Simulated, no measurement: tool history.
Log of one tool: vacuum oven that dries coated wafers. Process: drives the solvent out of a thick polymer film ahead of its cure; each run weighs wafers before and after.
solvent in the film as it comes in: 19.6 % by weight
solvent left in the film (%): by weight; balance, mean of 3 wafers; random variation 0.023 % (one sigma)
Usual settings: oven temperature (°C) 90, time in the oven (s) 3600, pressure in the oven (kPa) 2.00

run     day  oven temperature (°C)  time in the oven (s)  pressure in the oven (kPa)  solvent left in the film (%)
  1   0.000                     90                  3600                        2.00                          2.53
  2   2.529                     90                  3600                        2.00                          2.54
  3   4.967                     90                  3600                        2.00                          2.47
      6.083  -- oven's thermocouples calibrated
  4   7.633                     90                  3600                        2.00                          2.97
  5  10.950                     90                  3600                        2.00                          2.97
  6  14.125                     90                  2880                        2.00                          3.77
  7  16.429                     90                  2880                        2.00                          3.81
  8  18.942                     87                  2880                        2.00                          4.75
  9  21.767                     87                  2880                        2.00                          4.72
 10  24.750                     87                  4320                        2.00                          3.06
 11  27.146                     87                  4560                        2.00                          2.87
 12  29.712                     87                  4560                        2.00                          2.86
 13  33.158                     90                  3600                        1.99                          2.86
 14  35.808                     90                  3600                        1.99                          2.92
 15  39.446                     86                  3600                        2.85                          4.49
 16  41.354                     86                  3600                        2.85                          4.44
 17  43.633                    105                  4140                        1.31                          0.63
 18  46.762                    102                  4140                        1.02                          0.64
 19  49.412                    102                  4140                        1.02                          0.64
 20  52.183                     91                  3840                        3.61                          3.31
 21  55.488                     82                  3840                        5.22                          7.18
 22  58.808                     96                  3840                        1.07                          1.18
 23  61.338                     96                  3840                        1.07                          1.16
 24  63.029                     96                  3840                        1.07                          1.17
 25  65.167                     93                  4440                        2.00                          1.81
 26  68.783                     80                  3600                        2.90                          6.51
 27  72.296                     80                  3600                        2.90                          6.42
 28  73.850                     79                  3600                        2.58                          6.59

Forecast each of these 3 alternatives for the next run:
  A  77.508                     89                  3600                        5.60                             ?
  B  77.508                     88                  2760                        1.51                             ?
  C  77.508                     90                  3660                        3.92                             ?

run  solvent left in the film (%)
  A                          5.15
  B                          4.08
  C                          3.81
Without the tool's hidden state the same runs would have given:
run  solvent left in the film (%)
  A                          5.25
  B                          4.20
  C                          3.86
